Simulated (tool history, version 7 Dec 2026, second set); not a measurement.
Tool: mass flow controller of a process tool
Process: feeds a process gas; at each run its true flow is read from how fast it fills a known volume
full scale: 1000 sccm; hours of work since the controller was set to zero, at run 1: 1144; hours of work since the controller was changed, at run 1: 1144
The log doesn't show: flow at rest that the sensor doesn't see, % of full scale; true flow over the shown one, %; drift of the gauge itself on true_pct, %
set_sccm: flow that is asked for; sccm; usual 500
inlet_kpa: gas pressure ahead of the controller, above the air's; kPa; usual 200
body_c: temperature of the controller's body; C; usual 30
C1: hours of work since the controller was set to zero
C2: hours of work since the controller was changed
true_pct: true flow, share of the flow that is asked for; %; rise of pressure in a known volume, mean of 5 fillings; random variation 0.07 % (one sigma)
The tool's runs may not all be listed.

run 1 hour=0 | set_sccm=500 inlet_kpa=200 body_c=30 | C1=1144 C2=1144 | true_pct=99.16
run 2 hour=112.1 | set_sccm=500 inlet_kpa=200 body_c=30 | C1=1217 C2=1217 | true_pct=99.2
run 3 hour=291.3 | set_sccm=500 inlet_kpa=200 body_c=30 | C1=1333 C2=1333 | true_pct=99.28
run 4 hour=440.9 | set_sccm=500 inlet_kpa=200 body_c=30 | C1=1430 C2=1430 | true_pct=99.36
run 5 hour=629.2 | set_sccm=500 inlet_kpa=200 body_c=21 | C1=1553 C2=1553 | true_pct=98.24
run 6 hour=772.8 | set_sccm=500 inlet_kpa=200 body_c=30 | C1=1646 C2=1646 | true_pct=99.54
run 7 hour=913 | set_sccm=500 inlet_kpa=200 body_c=30 | C1=1737 C2=1737 | true_pct=99.45
-- hour=926.6 controller's zero set anew
run 8 hour=1000.3 | set_sccm=500 inlet_kpa=200 body_c=30 | C1=48 C2=1794 | true_pct=99.6
run 9 hour=1127.4 | set_sccm=500 inlet_kpa=200 body_c=30 | C1=131 C2=1877 | true_pct=99.57
run 10 hour=1215.2 | set_sccm=500 inlet_kpa=200 body_c=30 | C1=188 C2=1934 | true_pct=99.69
run 11 hour=1379 | set_sccm=397 inlet_kpa=200 body_c=30 | C1=294 C2=2040 | true_pct=99.69
run 12 hour=1470.2 | set_sccm=500 inlet_kpa=200 body_c=30 | C1=353 C2=2099 | true_pct=99.78
-- hour=1628.5 controller's zero set anew, once more
run 13 hour=1657.4 | set_sccm=500 inlet_kpa=200 body_c=30 | C1=19 C2=2221 | true_pct=99.34
run 14 hour=1753.1 | set_sccm=306 inlet_kpa=200 body_c=30 | C1=81 C2=2283 | true_pct=98.67
run 15 hour=1843.7 | set_sccm=306 inlet_kpa=200 body_c=30 | C1=140 C2=2342 | true_pct=98.87
run 16 hour=1989.3 | set_sccm=306 inlet_kpa=200 body_c=30 | C1=235 C2=2437 | true_pct=98.87
run 17 hour=2173.1 | set_sccm=344 inlet_kpa=200 body_c=37 | C1=354 C2=2556 | true_pct=99.94
run 18 hour=2301.4 | set_sccm=115 inlet_kpa=188 body_c=21 | C1=438 C2=2640 | true_pct=97.24
run 19 hour=2424 | set_sccm=115 inlet_kpa=188 body_c=21 | C1=517 C2=2719 | true_pct=97.57
run 20 hour=2575.2 | set_sccm=452 inlet_kpa=233 body_c=33 | C1=616 C2=2818 | true_pct=99.98
run 21 hour=2715.8 | set_sccm=282 inlet_kpa=154 body_c=37 | C1=707 C2=2909 | true_pct=99.84
run 22 hour=2895.5 | set_sccm=500 inlet_kpa=140 body_c=29 | C1=824 C2=3026 | true_pct=99.55
run 23 hour=3064.9 | set_sccm=500 inlet_kpa=140 body_c=29 | C1=934 C2=3136 | true_pct=99.47
run 24 hour=3271.2 | set_sccm=180 inlet_kpa=149 body_c=39 | C1=1068 C2=3270 | true_pct=100.14
run 25 hour=3410.6 | set_sccm=180 inlet_kpa=149 body_c=39 | C1=1159 C2=3361 | true_pct=100.1
run 26 hour=3537.3 | set_sccm=180 inlet_kpa=186 body_c=30 | C1=1241 C2=3443 | true_pct=99.2
run 27 hour=3723.2 | set_sccm=180 inlet_kpa=246 body_c=30 | C1=1362 C2=3564 | true_pct=99.53

5 ways to go on from here, each from the tool as it stands after run 27. What would each give?
run A hour=3820.7 | set_sccm=813 inlet_kpa=188 body_c=22 | C1=1426 C2=3628 | true_pct=?
run B hour=3820.7 | set_sccm=153 inlet_kpa=242 body_c=34 | C1=1426 C2=3628 | true_pct=?
run C hour=3820.7 | set_sccm=773 inlet_kpa=200 body_c=27 | C1=1426 C2=3628 | true_pct=?
run D hour=3820.7 | set_sccm=500 inlet_kpa=200 body_c=25 | C1=1426 C2=3628 | true_pct=?
run E hour=3820.7 | set_sccm=418 inlet_kpa=232 body_c=28 | C1=1426 C2=3628 | true_pct=?

run=A true_pct=100.05
run=B true_pct=99.99
run=C true_pct=100.55
run=D true_pct=99.47
run=E true_pct=99.71
Without the tool's hidden state the same runs would have given:
run=A true_pct=98.94
run=B true_pct=98.18
run=C true_pct=99.43
run=D true_pct=98.26
run=E true_pct=98.45

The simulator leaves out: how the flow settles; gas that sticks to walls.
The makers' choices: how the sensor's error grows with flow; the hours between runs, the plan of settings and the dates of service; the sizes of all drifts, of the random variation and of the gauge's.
